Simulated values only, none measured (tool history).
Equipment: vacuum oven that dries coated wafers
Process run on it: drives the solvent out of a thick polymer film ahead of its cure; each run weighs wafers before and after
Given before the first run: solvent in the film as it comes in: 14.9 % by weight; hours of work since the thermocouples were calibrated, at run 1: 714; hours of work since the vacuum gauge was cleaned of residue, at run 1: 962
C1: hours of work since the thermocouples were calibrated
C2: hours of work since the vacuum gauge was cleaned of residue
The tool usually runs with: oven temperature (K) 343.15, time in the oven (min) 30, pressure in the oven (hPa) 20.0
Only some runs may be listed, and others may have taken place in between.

{"run": 1, "hour": 0.0, "oven temperature (K)": 343.15, "time in the oven (min)": 30, "pressure in the oven (hPa)": 20.0, "C1": 714, "C2": 962, "solvent left in the film (%)": 4.63}
{"run": 2, "hour": 42.7, "oven temperature (K)": 343.15, "time in the oven (min)": 30, "pressure in the oven (hPa)": 20.0, "C1": 740, "C2": 988, "solvent left in the film (%)": 4.6}
{"run": 3, "hour": 93.7, "oven temperature (K)": 347.15, "time in the oven (min)": 30, "pressure in the oven (hPa)": 20.0, "C1": 770, "C2": 1018, "solvent left in the film (%)": 3.61}
{"run": 4, "hour": 139.9, "oven temperature (K)": 343.15, "time in the oven (min)": 41, "pressure in the oven (hPa)": 20.0, "C1": 797, "C2": 1045, "solvent left in the film (%)": 3.52}
{"run": 5, "hour": 170.0, "oven temperature (K)": 343.15, "time in the oven (min)": 41, "pressure in the oven (hPa)": 20.0, "C1": 815, "C2": 1063, "solvent left in the film (%)": 3.48}
{"hour": 201.4, "done": "oven's thermocouples calibrated"}
{"run": 6, "hour": 229.0, "oven temperature (K)": 343.15, "time in the oven (min)": 16, "pressure in the oven (hPa)": 31.3, "C1": 16, "C2": 1097, "solvent left in the film (%)": 7.58}
{"run": 7, "hour": 256.4, "oven temperature (K)": 343.15, "time in the oven (min)": 23, "pressure in the oven (hPa)": 10.8, "C1": 33, "C2": 1113, "solvent left in the film (%)": 5.48}
{"run": 8, "hour": 281.5, "oven temperature (K)": 343.15, "time in the oven (min)": 16, "pressure in the oven (hPa)": 20.0, "C1": 47, "C2": 1128, "solvent left in the film (%)": 7.21}
{"run": 9, "hour": 322.2, "oven temperature (K)": 343.15, "time in the oven (min)": 20, "pressure in the oven (hPa)": 43.0, "C1": 72, "C2": 1152, "solvent left in the film (%)": 7.33}

Forecast run 10:
{"run": 10, "hour": 355.6, "oven temperature (K)": 343.15, "time in the oven (min)": 34, "pressure in the oven (hPa)": 10.8, "C1": 91, "C2": 1172, "solvent left in the film (%)": "?"}

solvent left in the film (%): 3.86
If the tool had no hidden condition, the same run with the same run-to-run variation would have returned solvent left in the film (%) 3.22.
